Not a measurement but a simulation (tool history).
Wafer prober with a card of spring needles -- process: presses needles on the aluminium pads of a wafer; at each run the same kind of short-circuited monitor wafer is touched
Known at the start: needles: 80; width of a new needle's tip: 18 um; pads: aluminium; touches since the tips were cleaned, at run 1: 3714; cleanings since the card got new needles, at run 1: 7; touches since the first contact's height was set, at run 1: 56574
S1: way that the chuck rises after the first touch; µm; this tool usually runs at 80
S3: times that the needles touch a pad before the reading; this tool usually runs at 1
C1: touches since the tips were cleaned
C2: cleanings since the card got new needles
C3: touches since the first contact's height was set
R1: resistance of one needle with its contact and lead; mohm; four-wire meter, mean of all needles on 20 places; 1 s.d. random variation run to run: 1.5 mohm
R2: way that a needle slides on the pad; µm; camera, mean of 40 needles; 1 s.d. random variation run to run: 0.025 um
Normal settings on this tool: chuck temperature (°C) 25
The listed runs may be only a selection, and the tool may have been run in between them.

{"run": 1, "day": 0.0, "S1": 80, "chuck temperature (°C)": 25, "S3": 1, "C1": 3714, "C2": 7, "C3": 56574, "R1": 164, "R2": 15.21}
{"day": 0.408, "done": "tips cleaned on abrasive film"}
{"run": 2, "day": 0.617, "S1": 86, "chuck temperature (°C)": 25, "S3": 1, "C1": 1436, "C2": 8, "C3": 60841, "R1": 168, "R2": 16.25}
{"run": 3, "day": 1.142, "S1": 86, "chuck temperature (°C)": 25, "S3": 1, "C1": 5095, "C2": 8, "C3": 64500, "R1": 167, "R2": 16.3}
{"day": 1.371, "done": "tips cleaned on abrasive film"}
{"run": 4, "day": 1.65, "S1": 80, "chuck temperature (°C)": 25, "S3": 1, "C1": 1949, "C2": 9, "C3": 68031, "R1": 160, "R2": 15.14}
{"run": 5, "day": 2.008, "S1": 88, "chuck temperature (°C)": 25, "S3": 1, "C1": 4462, "C2": 9, "C3": 70544, "R1": 158, "R2": 16.6}
{"day": 2.292, "done": "tips cleaned on abrasive film"}
{"run": 6, "day": 2.417, "S1": 88, "chuck temperature (°C)": 25, "S3": 1, "C1": 895, "C2": 10, "C3": 73362, "R1": 154, "R2": 16.63}
{"run": 7, "day": 2.758, "S1": 80, "chuck temperature (°C)": 115, "S3": 1, "C1": 3263, "C2": 10, "C3": 75730, "R1": 173, "R2": 15.1}
{"day": 3.217, "done": "tips cleaned on abrasive film"}
{"run": 8, "day": 3.417, "S1": 80, "chuck temperature (°C)": 115, "S3": 1, "C1": 1413, "C2": 11, "C3": 80307, "R1": 171, "R2": 15.09}
{"run": 9, "day": 4.033, "S1": 80, "chuck temperature (°C)": 115, "S3": 1, "C1": 5716, "C2": 11, "C3": 84610, "R1": 177, "R2": 15.07}
{"day": 4.142, "done": "tips cleaned on abrasive film"}
{"day": 4.45, "done": "tips cleaned on abrasive film, once more"}
{"run": 10, "day": 4.779, "S1": 80, "chuck temperature (°C)": 115, "S3": 1, "C1": 2303, "C2": 13, "C3": 89756, "R1": 171, "R2": 15.07}
{"run": 11, "day": 5.279, "S1": 80, "chuck temperature (°C)": 115, "S3": 1, "C1": 5783, "C2": 13, "C3": 93236, "R1": 177, "R2": 15.05}
{"day": 5.396, "done": "tips cleaned on abrasive film"}
{"run": 12, "day": 5.892, "S1": 80, "chuck temperature (°C)": 115, "S3": 1, "C1": 3440, "C2": 14, "C3": 97468, "R1": 172, "R2": 15.07}
{"day": 6.308, "done": "tips cleaned on abrasive film"}
{"run": 13, "day": 6.358, "S1": 80, "chuck temperature (°C)": 51, "S3": 1, "C1": 347, "C2": 15, "C3": 100700, "R1": 157, "R2": 15.04}
{"run": 14, "day": 6.892, "S1": 80, "chuck temperature (°C)": 51, "S3": 1, "C1": 4092, "C2": 15, "C3": 104445, "R1": 165, "R2": 15.04}
{"day": 7.283, "done": "tips cleaned on abrasive film"}
{"run": 15, "day": 7.412, "S1": 80, "chuck temperature (°C)": 51, "S3": 1, "C1": 903, "C2": 16, "C3": 108031, "R1": 157, "R2": 15.03}
{"run": 16, "day": 8.0, "S1": 80, "chuck temperature (°C)": 25, "S3": 1, "C1": 5013, "C2": 16, "C3": 112141, "R1": 165, "R2": 15}
{"day": 8.225, "done": "tips cleaned on abrasive film"}
{"run": 17, "day": 8.533, "S1": 80, "chuck temperature (°C)": 25, "S3": 1, "C1": 2163, "C2": 17, "C3": 115834, "R1": 159, "R2": 14.99}
{"run": 18, "day": 8.967, "S1": 80, "chuck temperature (°C)": 43, "S3": 1, "C1": 5195, "C2": 17, "C3": 118866, "R1": 168, "R2": 15.02}
{"day": 9.158, "done": "tips cleaned on abrasive film"}
{"run": 19, "day": 9.479, "S1": 80, "chuck temperature (°C)": 43, "S3": 1, "C1": 2240, "C2": 18, "C3": 122392, "R1": 160, "R2": 15.01}
{"run": 20, "day": 9.808, "S1": 62, "chuck temperature (°C)": 32, "S3": 1, "C1": 4542, "C2": 18, "C3": 124694, "R1": 175, "R2": 11.58}
{"day": 10.088, "done": "tips cleaned on abrasive film"}
{"run": 21, "day": 10.492, "S1": 87, "chuck temperature (°C)": 35, "S3": 1, "C1": 2833, "C2": 19, "C3": 129438, "R1": 156, "R2": 16.29}
{"run": 22, "day": 10.875, "S1": 73, "chuck temperature (°C)": 25, "S3": 3, "C1": 5498, "C2": 19, "C3": 132103, "R1": 159, "R2": 13.62}
{"day": 11.008, "done": "tips cleaned on abrasive film"}
{"run": 23, "day": 11.308, "S1": 61, "chuck temperature (°C)": 25, "S3": 1, "C1": 2095, "C2": 20, "C3": 135119, "R1": 165, "R2": 11.27}
{"run": 24, "day": 11.742, "S1": 61, "chuck temperature (°C)": 25, "S3": 1, "C1": 5107, "C2": 20, "C3": 138131, "R1": 175, "R2": 11.31}
{"day": 11.929, "done": "tips cleaned on abrasive film"}
{"run": 25, "day": 12.192, "S1": 61, "chuck temperature (°C)": 115, "S3": 1, "C1": 1805, "C2": 21, "C3": 141225, "R1": 174, "R2": 11.31}
{"run": 26, "day": 12.742, "S1": 61, "chuck temperature (°C)": 115, "S3": 1, "C1": 5670, "C2": 21, "C3": 145090, "R1": 187, "R2": 11.3}
{"day": 12.862, "done": "tips cleaned on abrasive film"}
{"run": 27, "day": 13.238, "S1": 68, "chuck temperature (°C)": 39, "S3": 1, "C1": 2605, "C2": 22, "C3": 148505, "R1": 165, "R2": 12.7}
{"day": 13.796, "done": "tips cleaned on abrasive film"}
{"run": 28, "day": 13.796, "S1": 87, "chuck temperature (°C)": 39, "S3": 1, "C1": 0, "C2": 23, "C3": 152381, "R1": 151, "R2": 16.29}
{"run": 29, "day": 14.55, "S1": 87, "chuck temperature (°C)": 39, "S3": 1, "C1": 5265, "C2": 23, "C3": 157646, "R1": 166, "R2": 16.28}
{"day": 14.746, "done": "tips cleaned on abrasive film"}
{"run": 30, "day": 14.9, "S1": 90, "chuck temperature (°C)": 93, "S3": 1, "C1": 1067, "C2": 24, "C3": 160048, "R1": 166, "R2": 16.85}
{"run": 31, "day": 15.404, "S1": 88, "chuck temperature (°C)": 25, "S3": 3, "C1": 4585, "C2": 24, "C3": 163566, "R1": 153, "R2": 16.46}
{"day": 15.671, "done": "tips cleaned on abrasive film"}
{"run": 32, "day": 16.071, "S1": 88, "chuck temperature (°C)": 25, "S3": 3, "C1": 2799, "C2": 25, "C3": 168205, "R1": 151, "R2": 16.45}
{"day": 16.579, "done": "tips cleaned on abrasive film"}
{"run": 33, "day": 16.742, "S1": 97, "chuck temperature (°C)": 117, "S3": 3, "C1": 1136, "C2": 26, "C3": 172843, "R1": 163, "R2": 18.06}
{"run": 34, "day": 17.258, "S1": 94, "chuck temperature (°C)": 117, "S3": 2, "C1": 4741, "C2": 26, "C3": 176448, "R1": 172, "R2": 17.52}

Hidden state at the last listed run before each entry between runs and at the first one after, where it differs:
From run 1 to run 2: tips cleaned on abrasive film (day 0.408)
  debris on the tips, nm: 63.5 -> 108.4; way that the needles fall short of the set height, um: 0.5 -> 0.73; tips' diameter, um: 18.18 -> 18.27
  measured minus no-state result, R1: +12 -> +18 mohm; R2: -0.09 -> -0.14 µm
From run 3 to run 4: tips cleaned on abrasive film (day 1.371)
  debris on the tips, nm: 107.9 -> 41.2; way that the needles fall short of the set height, um: 0.73 -> 0.82; tips' diameter, um: 18.27 -> 18.3
  measured minus no-state result, R1: +18 -> +8 mohm; R2: -0.14 -> -0.15 µm
From run 5 to run 6: tips cleaned on abrasive film (day 2.292)
  debris on the tips, nm: 69.4 -> 25.7; way that the needles fall short of the set height, um: 0.82 -> 0.88; tips' diameter, um: 18.3 -> 18.32
  measured minus no-state result, R1: +11 -> +4 mohm; R2: -0.16 -> -0.16 µm
From run 7 to run 8: tips cleaned on abrasive film (day 3.217)
  debris on the tips, nm: 58.8 -> 36.2; way that the needles fall short of the set height, um: 0.88 -> 0.95; tips' diameter, um: 18.32 -> 18.35
  measured minus no-state result, R1: +10 -> +6 mohm; R2: -0.17 -> -0.19 µm
From run 9 to run 10: tips cleaned on abrasive film (day 4.142); tips cleaned on abrasive film, once more (day 4.45)
  debris on the tips, nm: 78.8 -> 44.7; way that the needles fall short of the set height, um: 0.95 -> 1.12; tips' diameter, um: 18.35 -> 18.41
  measured minus no-state result, R1: +14 -> +7 mohm; R2: -0.18 -> -0.21 µm
From run 11 to run 12: tips cleaned on abrasive film (day 5.396)
  debris on the tips, nm: 77.6 -> 59.5; way that the needles fall short of the set height, um: 1.12 -> 1.21; tips' diameter, um: 18.41 -> 18.44
  measured minus no-state result, R1: +13 -> +10 mohm; R2: -0.21 -> -0.23 µm
From run 12 to run 13: tips cleaned on abrasive film (day 6.308)
  debris on the tips, nm: 59.5 -> 13.3; way that the needles fall short of the set height, um: 1.21 -> 1.29; tips' diameter, um: 18.44 -> 18.47
  measured minus no-state result, R1: +10 -> +3 mohm; R2: -0.23 -> -0.24 µm
From run 14 to run 15: tips cleaned on abrasive film (day 7.283)
  debris on the tips, nm: 67.1 -> 21.2; way that the needles fall short of the set height, um: 1.29 -> 1.35; tips' diameter, um: 18.47 -> 18.49
  measured minus no-state result, R1: +12 -> +4 mohm; R2: -0.25 -> -0.25 µm
From run 16 to run 17: tips cleaned on abrasive film (day 8.225)
  debris on the tips, nm: 72.7 -> 42; way that the needles fall short of the set height, um: 1.35 -> 1.42; tips' diameter, um: 18.49 -> 18.51
  measured minus no-state result, R1: +14 -> +8 mohm; R2: -0.26 -> -0.27 µm
From run 18 to run 19: tips cleaned on abrasive film (day 9.158)
  debris on the tips, nm: 73.3 -> 43.2; way that the needles fall short of the set height, um: 1.42 -> 1.51; tips' diameter, um: 18.51 -> 18.54
  measured minus no-state result, R1: +14 -> +8 mohm; R2: -0.27 -> -0.29 µm
From run 20 to run 21: tips cleaned on abrasive film (day 10.088)
  debris on the tips, nm: 68 -> 51.4; way that the needles fall short of the set height, um: 1.51 -> 1.57; tips' diameter, um: 18.54 -> 18.56
  measured minus no-state result, R1: +20 -> +8 mohm; R2: -0.29 -> -0.3 µm
From run 22 to run 23: tips cleaned on abrasive film (day 11.008)
  debris on the tips, nm: 75.9 -> 44.8; way that the needles fall short of the set height, um: 1.57 -> 1.66; tips' diameter, um: 18.56 -> 18.6
  measured minus no-state result, R1: +7 -> +15 mohm; R2: -0.3 -> -0.31 µm
From run 24 to run 25: tips cleaned on abrasive film (day 11.929)
  debris on the tips, nm: 73.7 -> 36.4; way that the needles fall short of the set height, um: 1.66 -> 1.71; tips' diameter, um: 18.6 -> 18.62
  measured minus no-state result, R1: +23 -> +11 mohm; R2: -0.31 -> -0.33 µm
From run 26 to run 27: tips cleaned on abrasive film (day 12.862)
  debris on the tips, nm: 76.6 -> 51.8; way that the needles fall short of the set height, um: 1.71 -> 1.77; tips' diameter, um: 18.62 -> 18.64
  measured minus no-state result, R1: +21 -> +13 mohm; R2: -0.32 -> -0.34 µm
From run 27 to run 28: tips cleaned on abrasive film (day 13.796)
  debris on the tips, nm: 51.8 -> 8.1; way that the needles fall short of the set height, um: 1.77 -> 1.86; tips' diameter, um: 18.64 -> 18.67
  measured minus no-state result, R1: +13 -> +2 mohm; R2: -0.34 -> -0.36 µm
From run 29 to run 30: tips cleaned on abrasive film (day 14.746)
  debris on the tips, nm: 74.1 -> 26.3; way that the needles fall short of the set height, um: 1.86 -> 1.95; tips' diameter, um: 18.67 -> 18.7
  measured minus no-state result, R1: +13 -> +4 mohm; R2: -0.35 -> -0.38 µm
From run 31 to run 32: tips cleaned on abrasive film (day 15.671)
  debris on the tips, nm: 69.3 -> 53.7; way that the needles fall short of the set height, um: 1.95 -> 2; tips' diameter, um: 18.7 -> 18.72
  measured minus no-state result, R1: +4 -> +4 mohm; R2: -0.37 -> -0.38 µm
From run 32 to run 33: tips cleaned on abrasive film (day 16.579)
  debris on the tips, nm: 53.7 -> 28.9; way that the needles fall short of the set height, um: 2 -> 2.07; tips' diameter, um: 18.72 -> 18.74
  measured minus no-state result, R1: +4 -> +2 mohm; R2: -0.38 -> -0.39 µm
